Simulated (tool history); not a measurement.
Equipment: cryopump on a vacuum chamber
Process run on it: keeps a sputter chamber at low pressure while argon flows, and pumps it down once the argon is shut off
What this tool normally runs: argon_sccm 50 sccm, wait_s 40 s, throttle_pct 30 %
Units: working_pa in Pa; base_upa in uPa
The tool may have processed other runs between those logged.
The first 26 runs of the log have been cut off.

run    hour  argon_sccm  wait_s  throttle_pct  hours of work since the pump was warmed up and emptied  hours of work since the cold head was overhauled  hours of work since the chamber's fittings were tightened  working_pa  base_upa
 27  1681.4          34     183            21                                                     276                                              1445                                                       1049      0.1203      0.94
 28  1722.6          64     228            28                                                     307                                              1476                                                       1081      0.1748      0.96
 29  1797.7          64     228            28                                                     364                                              1533                                                       1137      0.1756      0.89
 30  1837.6          64     228            28                                                     394                                              1564                                                       1168      0.1739      0.98
 31  1920.6          46     225            28                                                     457                                              1626                                                       1230      0.1269      1.05
 32  1970.7          70      81            16                                                     495                                              1664                                                       1269      0.3321      1.45
 33  2032.5          70      81            16                                                     542                                              1711                                                       1315      0.3329      1.53
 34  2087.8          24      81            18                                                     584                                              1753                                                       1357       0.103      1.55

Branching from run 34: 4 alternative next runs. What would each branch give?
  A  2127.5          95      95            41                                                     614                                              1783                                                       1387           ?         ?
  B  2127.5          47     122            19                                                     614                                              1783                                                       1387           ?         ?
  C  2127.5          58      40            30                                                     614                                              1783                                                       1387           ?         ?
  D  2127.5          50      33            16                                                     614                                              1783                                                       1387           ?         ?

run  working_pa  base_upa
  A      0.1872      1.43
  B      0.1894      1.29
  C      0.1516      2.09
  D      0.2406      2.49
Take away the tool's hidden state, keep each run's random variation, and the runs would have read:
run  working_pa  base_upa
  A       0.171      0.63
  B      0.1814      0.49
  C      0.1417      1.31
  D       0.232      1.68
